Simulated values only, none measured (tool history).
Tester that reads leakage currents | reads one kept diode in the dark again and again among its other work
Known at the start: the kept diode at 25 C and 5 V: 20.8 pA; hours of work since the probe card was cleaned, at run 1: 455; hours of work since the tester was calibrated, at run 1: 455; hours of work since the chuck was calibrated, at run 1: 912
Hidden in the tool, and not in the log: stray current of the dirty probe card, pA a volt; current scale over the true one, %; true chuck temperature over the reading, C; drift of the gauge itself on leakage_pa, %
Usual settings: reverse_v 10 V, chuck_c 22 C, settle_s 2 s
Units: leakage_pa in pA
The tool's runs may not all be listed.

run      day  reverse_v  chuck_c  settle_s  hours of work since the probe card was cleaned  hours of work since the tester was calibrated  hours of work since the chuck was calibrated  leakage_pa
  1        0         10       22         2                                             455                                            455                                           912       22.73
  2    5.083         10       22         2                                             530                                            530                                           988       22.64
  3    9.983         10       22         2                                             603                                            603                                          1061       22.64
      16.738  -- chuck's temperature calibrated
  4    19.65         10       22         2                                             746                                            746                                            43       24.79
  5   29.646         10       22         2                                             894                                            894                                           192       24.73
  6   34.338         10       22         2                                             964                                            964                                           262       24.62
  7   43.542         10       22         2                                            1101                                           1101                                           399       24.77
  8   54.279         10       23         2                                            1261                                           1261                                           558       26.49
  9   59.617         10       23         2                                            1340                                           1340                                           638       26.58
 10   69.154         10       23         2                                            1482                                           1482                                           780       26.52
 11     79.5         10       23         2                                            1636                                           1636                                           933        26.5
 12   83.946         10       22      0.89                                            1702                                           1702                                          1000       25.84
 13   93.358         10       22      0.89                                            1842                                           1842                                          1140        25.9
      94.967  -- chuck's temperature calibrated
 14  101.004         10       22      0.42                                            1954                                           1954                                            90       31.96
 15  110.471         10       22      0.34                                            2095                                           2095                                           231       32.85
 16  120.592         10       22         2                                            2246                                           2246                                           381       28.14
 17  128.342         10       22         2                                            2361                                           2361                                           496       27.93
 18    135.5         10       22         2                                            2467                                           2467                                           603        28.3
 19  143.583        3.1       26      2.49                                            2588                                           2588                                           723       19.02
 20  151.704        3.1       26      2.49                                            2708                                           2708                                           844       18.78
     154.217  -- probe card cleaned and baked
 21  162.808          4       50      1.39                                             128                                           2872                                          1007      128.19
 22  169.062          4       50      1.39                                             221                                           2965                                          1100      127.04
     173.217  -- chuck's temperature calibrated
 23  175.458          4       50      1.39                                             315                                           3059                                            33      142.89
 24  181.071          4       50      1.39                                             398                                           3142                                           117      142.43

Run 25 comes next. What will it give?
 25  186.671          4       50      1.39                                             481                                           3225                                           200           ?

leakage_pa: 141.13 pA
Without the tool's hidden state the same run would have given leakage_pa 139.02 pA.
